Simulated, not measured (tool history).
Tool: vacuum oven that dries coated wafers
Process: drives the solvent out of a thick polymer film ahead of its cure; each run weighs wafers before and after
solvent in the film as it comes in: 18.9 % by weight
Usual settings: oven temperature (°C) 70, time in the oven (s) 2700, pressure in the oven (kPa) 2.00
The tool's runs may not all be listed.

Run 1, hour 0.0: usual settings. Result: solvent left in the film (%) 4.72.
Run 2, hour 37.2: usual settings but pressure in the oven (kPa) 1.85. Result: solvent left in the film (%) 4.64.
Run 3, hour 76.8: usual settings but pressure in the oven (kPa) 1.85. Result: solvent left in the film (%) 4.61.
Run 4, hour 121.4: usual settings but oven temperature (°C) 80. Result: solvent left in the film (%) 1.98.
Run 5, hour 161.6: usual settings but oven temperature (°C) 80. Result: solvent left in the film (%) 1.94.
Run 6, hour 215.2: usual settings but oven temperature (°C) 80. Result: solvent left in the film (%) 1.91.
Run 7, hour 271.5: usual settings but oven temperature (°C) 80. Result: solvent left in the film (%) 1.96.
Run 8, hour 316.4: usual settings but oven temperature (°C) 80. Result: solvent left in the film (%) 1.92.
Run 9, hour 376.8: usual settings but pressure in the oven (kPa) 2.99. Result: solvent left in the film (%) 5.17.
Run 10, hour 411.0: usual settings but time in the oven (s) 1320, pressure in the oven (kPa) 2.99. Result: solvent left in the film (%) 8.48.
Run 11, hour 453.4: usual settings but pressure in the oven (kPa) 2.53. Result: solvent left in the film (%) 4.96.
Run 12, hour 513.6: usual settings but oven temperature (°C) 81, pressure in the oven (kPa) 2.53. Result: solvent left in the film (%) 2.01.
Run 13, hour 574.8: usual settings. Result: solvent left in the film (%) 4.62.
Run 14, hour 608.0: usual settings. Result: solvent left in the film (%) 4.54.
Run 15, hour 663.4: usual settings. Result: solvent left in the film (%) 4.52.
Run 16, hour 740.9: usual settings. Result: solvent left in the film (%) 4.49.
Run 17, hour 788.5: usual settings. Result: solvent left in the film (%) 4.49.
Run 18, hour 852.1: usual settings. Result: solvent left in the film (%) 4.45.
Run 19, hour 890.0: usual settings. Result: solvent left in the film (%) 4.41.
Run 20, hour 932.2: usual settings but pressure in the oven (kPa) 3.64. Result: solvent left in the film (%) 5.27.
Run 21, hour 988.7: usual settings but pressure in the oven (kPa) 3.64. Result: solvent left in the film (%) 5.31.
Run 22, hour 1039.4: usual settings but pressure in the oven (kPa) 3.64. Result: solvent left in the film (%) 5.29.
Run 23, hour 1108.6: usual settings. Result: solvent left in the film (%) 4.37.
Run 24, hour 1167.6: usual settings. Result: solvent left in the film (%) 4.37.
Run 25, hour 1202.9: usual settings but time in the oven (s) 2880. Result: solvent left in the film (%) 4.01.
Run 26, hour 1276.3: usual settings but oven temperature (°C) 61, time in the oven (s) 4560, pressure in the oven (kPa) 1.24. Result: solvent left in the film (%) 4.52.
Run 27, hour 1310.5: usual settings but oven temperature (°C) 61, time in the oven (s) 4560, pressure in the oven (kPa) 1.24. Result: solvent left in the film (%) 4.53.
Run 28, hour 1387.7: usual settings but oven temperature (°C) 58, pressure in the oven (kPa) 5.50. Result: solvent left in the film (%) 11.12.
At hour 1395.9: oven's thermocouples calibrated.
Run 29, hour 1433.1: usual settings but oven temperature (°C) 81, time in the oven (s) 3420, pressure in the oven (kPa) 6.50. Result: solvent left in the film (%) 3.59.

The next listed run, before its measurement:
Run 30, hour 1474.5: usual settings but oven temperature (°C) 81, time in the oven (s) 2400, pressure in the oven (kPa) 6.50. Result: solvent left in the film (%) ?.

solvent left in the film (%): 4.26
Without the tool's hidden state the same run would have given solvent left in the film (%) 4.12.
